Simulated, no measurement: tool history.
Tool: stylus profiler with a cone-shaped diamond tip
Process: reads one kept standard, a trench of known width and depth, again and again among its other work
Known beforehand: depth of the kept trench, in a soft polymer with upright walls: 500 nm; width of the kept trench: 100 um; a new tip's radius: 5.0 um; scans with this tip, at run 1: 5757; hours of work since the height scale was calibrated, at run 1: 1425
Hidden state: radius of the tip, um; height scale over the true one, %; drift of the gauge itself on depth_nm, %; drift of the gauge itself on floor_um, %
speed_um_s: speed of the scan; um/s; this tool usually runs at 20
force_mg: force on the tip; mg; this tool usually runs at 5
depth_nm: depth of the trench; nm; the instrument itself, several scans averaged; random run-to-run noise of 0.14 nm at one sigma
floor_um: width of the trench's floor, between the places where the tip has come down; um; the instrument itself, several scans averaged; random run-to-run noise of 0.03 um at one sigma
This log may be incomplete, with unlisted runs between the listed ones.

run    hour  speed_um_s  force_mg  scans with this tip  hours of work since the height scale was calibrated  depth_nm  floor_um
  1       0          20         5                 5757                                                 1425    513.97      95.6
  2    54.1          20         5                 5878                                                 1455    514.01     95.58
  3      81          20      2.42                 5937                                                 1470    508.67     95.56
  4   119.1          48         5                 6022                                                 1491    513.84     95.51
  5   148.4          48         5                 6087                                                 1507    514.18     95.51
  6     183          48         5                 6164                                                 1526    513.95     95.54
  7     229           5         5                 6266                                                 1551    513.78     95.65
  8   267.8           5         5                 6353                                                 1572    514.16     95.59
  9   311.1          20         5                 6449                                                 1596    513.85     95.63
 10     376          20         5                 6593                                                 1632    513.79     95.62
 11   403.8          20         5                 6655                                                 1647    513.98     95.61
 12   449.4          20      3.04                 6756                                                 1672    510.13     95.54
 13   488.7          20      3.04                 6844                                                 1694    510.19     95.57
 14   527.7          20      3.04                 6931                                                 1715    509.96     95.54
 15   560.9          20      1.81                 7004                                                 1734    506.99     95.56
 16   624.6          20      1.81                 7146                                                 1769    507.09     95.52
 17   688.8          20      1.81                 7289                                                 1804    507.35     95.52
 18   729.7          20      1.81                 7379                                                 1827    506.96     95.55
 19   756.7          21      2.35                 7440                                                 1841    508.42     95.55
 20   783.6          12      3.21                 7499                                                 1856    510.43      95.6
 21   832.4           6      2.39                 7608                                                 1883    508.54     95.58
 22   891.9          76      4.21                 7740                                                 1916    512.52     95.42
 23     942          13       6.2                 7852                                                 1943    516.39      95.6
 24   975.8           8      8.72                 7927                                                 1962    520.57     95.63
 25  1019.5           8      8.72                 8024                                                 1986    520.39     95.58
 26  1078.6          52      3.01                 8155                                                 2019     510.2     95.48

Alternative continuations, all from the tool just after run 26; predict every row:
  A  1111          46      5.02                 8227                                                 2036         ?         ?
  B  1111          20     13.78                 8227                                                 2036         ?         ?
  C  1111           7       7.3                 8227                                                 2036         ?         ?
  D  1111          56      7.62                 8227                                                 2036         ?         ?

run  depth_nm  floor_um
  A    513.83     95.54
  B    527.71     95.63
  C    518.09     95.61
  D    518.59      95.5
The same runs, with their run-to-run variation unchanged, on a tool lacking any hidden condition would have given:
run  depth_nm  floor_um
  A     513.8     95.55
  B    527.68     95.64
  C    518.06     95.62
  D    518.56     95.52

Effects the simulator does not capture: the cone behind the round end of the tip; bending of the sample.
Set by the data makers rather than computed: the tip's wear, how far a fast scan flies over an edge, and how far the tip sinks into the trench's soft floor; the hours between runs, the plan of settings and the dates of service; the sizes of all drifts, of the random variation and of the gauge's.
